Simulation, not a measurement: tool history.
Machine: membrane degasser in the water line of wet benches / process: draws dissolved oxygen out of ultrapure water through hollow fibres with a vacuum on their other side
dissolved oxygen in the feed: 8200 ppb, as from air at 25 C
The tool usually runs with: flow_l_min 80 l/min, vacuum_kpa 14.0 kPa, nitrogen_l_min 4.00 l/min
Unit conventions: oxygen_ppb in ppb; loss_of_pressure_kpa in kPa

run 1 hour=0.0 | flow_l_min=80 vacuum_kpa=14.0 nitrogen_l_min=4.00 | oxygen_ppb=464.6 loss_of_pressure_kpa=64.34
run 2 hour=194.7 | flow_l_min=80 vacuum_kpa=14.0 nitrogen_l_min=4.00 | oxygen_ppb=465.5 loss_of_pressure_kpa=64.07
run 3 hour=336.1 | flow_l_min=80 vacuum_kpa=14.0 nitrogen_l_min=4.00 | oxygen_ppb=464.7 loss_of_pressure_kpa=64.12
run 4 hour=549.7 | flow_l_min=80 vacuum_kpa=14.0 nitrogen_l_min=8.01 | oxygen_ppb=254.3 loss_of_pressure_kpa=64.06
run 5 hour=758.8 | flow_l_min=80 vacuum_kpa=14.0 nitrogen_l_min=2.06 | oxygen_ppb=789.9 loss_of_pressure_kpa=64.32
-- hour=773.0 vacuum gauge calibrated
run 6 hour=866.9 | flow_l_min=80 vacuum_kpa=14.0 nitrogen_l_min=4.20 | oxygen_ppb=447.8 loss_of_pressure_kpa=64.27
run 7 hour=1065.5 | flow_l_min=80 vacuum_kpa=12.7 nitrogen_l_min=4.00 | oxygen_ppb=415.3 loss_of_pressure_kpa=65.26
run 8 hour=1222.4 | flow_l_min=80 vacuum_kpa=12.7 nitrogen_l_min=4.00 | oxygen_ppb=413.3 loss_of_pressure_kpa=64.30
run 9 hour=1329.5 | flow_l_min=82 vacuum_kpa=14.0 nitrogen_l_min=1.75 | oxygen_ppb=910.1 loss_of_pressure_kpa=66.13
-- hour=1448.8 vacuum gauge calibrated, once more
run 10 hour=1527.5 | flow_l_min=69 vacuum_kpa=8.7 nitrogen_l_min=8.17 | oxygen_ppb=111.6 loss_of_pressure_kpa=55.44
run 11 hour=1649.0 | flow_l_min=61 vacuum_kpa=15.9 nitrogen_l_min=3.79 | oxygen_ppb=444.3 loss_of_pressure_kpa=49.65
run 12 hour=1851.4 | flow_l_min=124 vacuum_kpa=18.3 nitrogen_l_min=8.86 | oxygen_ppb=499.8 loss_of_pressure_kpa=100.39
run 13 hour=1963.8 | flow_l_min=124 vacuum_kpa=18.3 nitrogen_l_min=8.86 | oxygen_ppb=500.5 loss_of_pressure_kpa=100.54
run 14 hour=2154.0 | flow_l_min=124 vacuum_kpa=18.3 nitrogen_l_min=8.86 | oxygen_ppb=500.4 loss_of_pressure_kpa=100.34
run 15 hour=2327.2 | flow_l_min=69 vacuum_kpa=12.3 nitrogen_l_min=1.87 | oxygen_ppb=642.9 loss_of_pressure_kpa=55.91
run 16 hour=2523.2 | flow_l_min=69 vacuum_kpa=12.3 nitrogen_l_min=1.87 | oxygen_ppb=643.8 loss_of_pressure_kpa=55.84

What if the next run were any one of these 3? Each begins from the tool's condition after run 16:
run A hour=2729.6 | flow_l_min=62 vacuum_kpa=10.5 nitrogen_l_min=9.02 | oxygen_ppb=? loss_of_pressure_kpa=?
run B hour=2729.6 | flow_l_min=49 vacuum_kpa=14.0 nitrogen_l_min=4.00 | oxygen_ppb=? loss_of_pressure_kpa=?
run C hour=2729.6 | flow_l_min=88 vacuum_kpa=12.3 nitrogen_l_min=3.53 | oxygen_ppb=? loss_of_pressure_kpa=?

run=A oxygen_ppb=120.6 loss_of_pressure_kpa=50.53
run=B oxygen_ppb=299.3 loss_of_pressure_kpa=39.83
run=C oxygen_ppb=477.6 loss_of_pressure_kpa=71.84
With no hidden state in the tool, these same runs would have given:
run=A oxygen_ppb=120.2 loss_of_pressure_kpa=49.46
run=B oxygen_ppb=298.8 loss_of_pressure_kpa=38.99
run=C oxygen_ppb=475.9 loss_of_pressure_kpa=70.33

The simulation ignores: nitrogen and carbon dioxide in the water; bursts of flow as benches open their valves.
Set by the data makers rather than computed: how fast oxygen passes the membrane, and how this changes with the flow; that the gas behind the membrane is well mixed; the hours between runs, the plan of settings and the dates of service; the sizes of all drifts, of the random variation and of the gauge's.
